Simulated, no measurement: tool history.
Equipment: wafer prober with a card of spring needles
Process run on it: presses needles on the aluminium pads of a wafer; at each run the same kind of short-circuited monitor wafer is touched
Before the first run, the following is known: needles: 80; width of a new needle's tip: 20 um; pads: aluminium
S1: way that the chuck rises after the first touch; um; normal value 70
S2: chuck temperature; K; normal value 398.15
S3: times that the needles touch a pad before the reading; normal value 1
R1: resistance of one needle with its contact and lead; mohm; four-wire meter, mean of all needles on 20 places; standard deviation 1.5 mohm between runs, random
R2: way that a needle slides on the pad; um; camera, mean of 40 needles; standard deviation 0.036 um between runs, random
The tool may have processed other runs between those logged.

run,hour,S1,S2,S3,R1,R2
1,0,70,398.15,1,147,18.11
# hour 16.2: tips cleaned on abrasive film
2,16.7,70,398.15,1,145,18.04
# hour 32.6: tips cleaned on abrasive film
# hour 48.3: tips cleaned on abrasive film
3,48.3,70,398.15,2,138,18.04
# hour 64.5: tips cleaned on abrasive film
# hour 80.2: tips cleaned on abrasive film
4,80.2,70,398.15,2,138,17.95
# hour 97.6: tips cleaned on abrasive film
5,102.1,75,398.15,1,173,19.24
# hour 113.9: tips cleaned on abrasive film
6,119.6,75,398.15,1,173,19.22
# hour 130.8: tips cleaned on abrasive film
# hour 131.1: height of the first contact set anew
7,136.5,70,398.15,3,147,18.42
# hour 147.9: tips cleaned on abrasive film
# hour 165: tips cleaned on abrasive film
8,168.3,70,398.15,3,148,18.4
# hour 182.9: tips cleaned on abrasive film
# hour 198.5: tips cleaned on abrasive film
9,199,70,398.15,3,139,18.22
# hour 215.4: tips cleaned on abrasive film
# hour 230.5: tips cleaned on abrasive film
10,237.4,70,398.15,1,184,18.27
# hour 246.2: tips cleaned on abrasive film
# hour 263: tips cleaned on abrasive film
11,277.3,70,398.15,1,209,18.2
# hour 280.2: tips cleaned on abrasive film
# hour 296.1: tips cleaned on abrasive film
12,305.5,70,398.15,1,194,18.16
# hour 310.9: tips cleaned on abrasive film
# hour 327.3: tips cleaned on abrasive film
13,341.9,70,398.15,1,205,18.15
# hour 345.6: tips cleaned on abrasive film
14,359,51,398.15,1,279,13.13
# hour 361.2: tips cleaned on abrasive film
# hour 377.8: tips cleaned on abrasive film
15,390.3,50,335.15,3,192,12.78
# hour 393: tips cleaned on abrasive film
# hour 409.4: tips cleaned on abrasive film
16,422.8,90,321.15,3,135,23.31
# hour 426.6: tips cleaned on abrasive film
# hour 442.2: tips cleaned on abrasive film
# hour 458.6: tips cleaned on abrasive film
17,460.8,70,308.15,1,140,17.92
# hour 475.4: tips cleaned on abrasive film
# hour 491.8: tips cleaned on abrasive film
# hour 495: height of the first contact set anew
18,500.1,70,308.15,1,191,18.38
# hour 507.3: tips cleaned on abrasive film
# hour 524.9: tips cleaned on abrasive film
19,528,62,381.15,3,153,16.27
# hour 540.7: tips cleaned on abrasive film
20,552.9,88,383.15,1,176,23.06
# hour 557.6: tips cleaned on abrasive film
# hour 574.9: tips cleaned on abrasive film
21,577.7,69,333.15,1,162,18.01
# hour 591.2: tips cleaned on abrasive film
22,605.2,70,319.15,2,174,18.27
# hour 607: tips cleaned on abrasive film
# hour 623.3: tips cleaned on abrasive film
# hour 638.5: tips cleaned on abrasive film
23,646.1,77,378.15,1,176,20
# hour 653.6: tips cleaned on abrasive film
# hour 669.3: tips cleaned on abrasive film
24,670,70,322.15,2,136,18.16
# hour 685.5: tips cleaned on abrasive film
# hour 702.4: tips cleaned on abrasive film
25,703.1,59,346.15,1,156,15.19
# hour 718.6: tips cleaned on abrasive film
# hour 734.6: tips cleaned on abrasive film
26,734.6,70,337.15,1,134,18.04

Forecast run 27:
# hour 752.1: tips cleaned on abrasive film
27,756.7,70,337.15,1,?,?

{"run 27": {"R1": 170, "R2": 17.99}}
Had the tool carried no hidden state, the very same run would have given R1 124 mohm, R2 18.37 um.

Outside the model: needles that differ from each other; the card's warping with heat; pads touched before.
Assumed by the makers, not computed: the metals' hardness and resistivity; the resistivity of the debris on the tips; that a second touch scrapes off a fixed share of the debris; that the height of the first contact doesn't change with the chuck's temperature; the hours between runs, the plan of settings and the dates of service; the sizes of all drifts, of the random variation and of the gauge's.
